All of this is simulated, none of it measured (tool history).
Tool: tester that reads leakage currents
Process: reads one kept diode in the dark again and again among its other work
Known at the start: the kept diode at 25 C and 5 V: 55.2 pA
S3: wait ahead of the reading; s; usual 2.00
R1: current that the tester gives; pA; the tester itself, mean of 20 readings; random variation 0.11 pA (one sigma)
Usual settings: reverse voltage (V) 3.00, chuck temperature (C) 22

{"run": 1, "day": 0.0, "reverse voltage (V)": 3.0, "chuck temperature (C)": 22, "S3": 2.0, "R1": 36.22}
{"run": 2, "day": 7.567, "reverse voltage (V)": 1.22, "chuck temperature (C)": 22, "S3": 2.0, "R1": 22.78}
{"run": 3, "day": 16.154, "reverse voltage (V)": 1.22, "chuck temperature (C)": 22, "S3": 2.0, "R1": 22.78}
{"day": 18.558, "done": "tester calibrated"}
{"run": 4, "day": 26.412, "reverse voltage (V)": 3.0, "chuck temperature (C)": 22, "S3": 2.0, "R1": 35.01}
{"run": 5, "day": 31.938, "reverse voltage (V)": 3.0, "chuck temperature (C)": 22, "S3": 2.0, "R1": 35.15}
{"run": 6, "day": 37.425, "reverse voltage (V)": 3.0, "chuck temperature (C)": 22, "S3": 2.0, "R1": 35.22}
{"run": 7, "day": 48.575, "reverse voltage (V)": 3.0, "chuck temperature (C)": 22, "S3": 2.0, "R1": 35.29}
{"run": 8, "day": 53.825, "reverse voltage (V)": 3.0, "chuck temperature (C)": 22, "S3": 2.0, "R1": 35.27}
{"day": 58.238, "done": "chuck's temperature calibrated"}
{"run": 9, "day": 63.042, "reverse voltage (V)": 3.0, "chuck temperature (C)": 22, "S3": 2.0, "R1": 36.36}
{"run": 10, "day": 70.912, "reverse voltage (V)": 3.0, "chuck temperature (C)": 22, "S3": 2.0, "R1": 36.19}
{"run": 11, "day": 80.208, "reverse voltage (V)": 3.0, "chuck temperature (C)": 22, "S3": 2.0, "R1": 36.36}
{"run": 12, "day": 87.4, "reverse voltage (V)": 3.0, "chuck temperature (C)": 22, "S3": 2.0, "R1": 36.19}
{"run": 13, "day": 96.821, "reverse voltage (V)": 3.0, "chuck temperature (C)": 22, "S3": 2.0, "R1": 36.32}
{"run": 14, "day": 104.475, "reverse voltage (V)": 14.11, "chuck temperature (C)": 22, "S3": 2.0, "R1": 88.84}
{"run": 15, "day": 114.45, "reverse voltage (V)": 14.11, "chuck temperature (C)": 22, "S3": 2.0, "R1": 90.01}
{"day": 116.192, "done": "chuck's temperature calibrated"}
{"run": 16, "day": 125.333, "reverse voltage (V)": 14.11, "chuck temperature (C)": 22, "S3": 2.0, "R1": 95.47}
{"day": 126.475, "done": "probe card cleaned and baked"}
{"run": 17, "day": 131.896, "reverse voltage (V)": 14.11, "chuck temperature (C)": 22, "S3": 2.0, "R1": 105.77}
{"run": 18, "day": 138.954, "reverse voltage (V)": 3.0, "chuck temperature (C)": 24, "S3": 2.0, "R1": 47.19}
{"day": 140.025, "done": "tester calibrated"}
{"run": 19, "day": 148.95, "reverse voltage (V)": 3.0, "chuck temperature (C)": 24, "S3": 2.0, "R1": 46.01}
{"day": 152.088, "done": "probe card cleaned and baked, once more"}
{"run": 20, "day": 155.992, "reverse voltage (V)": 1.96, "chuck temperature (C)": 40, "S3": 2.0, "R1": 114.93}
{"run": 21, "day": 166.833, "reverse voltage (V)": 3.0, "chuck temperature (C)": 52, "S3": 0.68, "R1": 345.92}
{"day": 174.329, "done": "chuck's temperature calibrated"}
{"run": 22, "day": 177.979, "reverse voltage (V)": 4.94, "chuck temperature (C)": 53, "S3": 5.48, "R1": 500.29}
{"run": 23, "day": 188.775, "reverse voltage (V)": 3.0, "chuck temperature (C)": 22, "S3": 2.0, "R1": 34.99}

Forecast run 24:
{"run": 24, "day": 198.071, "reverse voltage (V)": 8.72, "chuck temperature (C)": 39, "S3": 1.03, "R1": "?"}

R1: 235.05 pA
Without the tool's hidden state the same run would have given R1 229.15 pA.

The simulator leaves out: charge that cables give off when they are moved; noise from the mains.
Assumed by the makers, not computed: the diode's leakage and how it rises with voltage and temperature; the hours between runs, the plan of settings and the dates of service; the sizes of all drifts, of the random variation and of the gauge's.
